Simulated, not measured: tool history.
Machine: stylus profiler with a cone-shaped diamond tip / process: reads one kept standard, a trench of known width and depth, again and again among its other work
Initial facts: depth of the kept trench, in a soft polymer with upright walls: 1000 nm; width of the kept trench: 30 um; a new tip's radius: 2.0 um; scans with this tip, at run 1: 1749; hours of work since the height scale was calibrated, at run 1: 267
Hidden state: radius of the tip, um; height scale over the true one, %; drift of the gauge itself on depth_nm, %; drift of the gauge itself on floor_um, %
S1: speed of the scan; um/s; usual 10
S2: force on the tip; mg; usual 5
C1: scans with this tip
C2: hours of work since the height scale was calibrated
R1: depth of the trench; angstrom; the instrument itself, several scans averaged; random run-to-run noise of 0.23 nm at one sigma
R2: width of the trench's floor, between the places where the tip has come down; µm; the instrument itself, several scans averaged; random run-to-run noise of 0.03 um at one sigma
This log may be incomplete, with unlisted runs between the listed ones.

run	hour	S1	S2	C1	C2	R1	R2
1	0	10	5	1749	267	10207.9	26.37
2	10.9	10	5	1790	274	10208.6	26.38
3	27.6	2	5	1853	283	10207.1	26.39
4	45.4	2	5	1920	293	10211.5	26.39
5	59.5	2	5	1974	302	10209.3	26.42
6	79.2	2	5	2048	313	10206.5	26.41
7	88.5	2	5	2083	318	10208.3	26.36
8	103.2	10	3.25	2139	327	10161	26.33
9	120.5	10	3.25	2204	337	10162.4	26.36
10	140.3	10	3.11	2279	348	10157.4	26.35
11	157.6	10	3.11	2345	358	10158	26.32
12	167.3	10	8.13	2381	364	10289.8	26.32
13	181	10	5	2433	372	10212	26.33
14	191.7	8	5	2474	378	10214.7	26.38
15	203	10	5	2516	385	10214.5	26.27
16	221.3	10	5	2586	395	10214.9	26.32
17	239	10	5	2653	405	10214.4	26.3
18	256.5	39	1.8	2719	415	10116.1	26.16
19	276.6	23	5.47	2795	427	10230.2	26.3
20	289.5	2	11.67	2844	435	10365.3	26.31
21	309.9	2	11.67	2921	446	10369.3	26.37
22	322.1	6	5	2967	453	10212.5	26.32
23	340.4	10	9.65	3036	464	10324.4	26.29
24	349	7	2.02	3069	469	10125.5	26.26
25	360.2	37	4.57	3111	475	10201.2	26.16
26	371.8	8	14.92	3155	482	10431.2	26.24
27	386.4	8	14.92	3210	491	10428.5	26.28
28	405.4	8	14.92	3282	502	10431	26.23
29	422.8	18	12.66	3348	512	10391.9	26.27
30	431.8	3	5.96	3382	517	10245.4	26.23
31	444	3	5.96	3428	524	10242	26.26
32	464.3	3	5.96	3505	536	10245.7	26.26
33	478.3	9	9.94	3558	544	10336.7	26.22

Some steps in R1, run to run, broken into two amounts with sign: the step expected even without the hidden condition (settings, incoming material, random variation), and the rest, left for the hidden condition together with whatever gauge scatter is not in both the measured and the hidden-condition-free result:
Run 18 -> 19: S1 39 -> 23, S2 1.8 -> 5.47. R1 +114.1 angstrom: hidden state +0.6, all else +113.5.
Run 20 -> 21: nothing adjusted, nothing logged. R1 +4 angstrom: hidden state +0.6, all else +3.4.
Run 21 -> 22: S1 2 -> 6, S2 11.67 -> 5. R1 -156.8 angstrom: hidden state -0.1, all else -156.7.
Run 22 -> 23: S1 6 -> 10, S2 5 -> 9.65. R1 +111.9 angstrom: hidden state +0.6, all else +111.3.
Run 23 -> 24: S1 10 -> 7, S2 9.65 -> 2.02. R1 -198.9 angstrom: hidden state -0.1, all else -198.8.
Run 25 -> 26: S1 37 -> 8, S2 4.57 -> 14.92. R1 +230 angstrom: hidden state +0.6, all else +229.4.
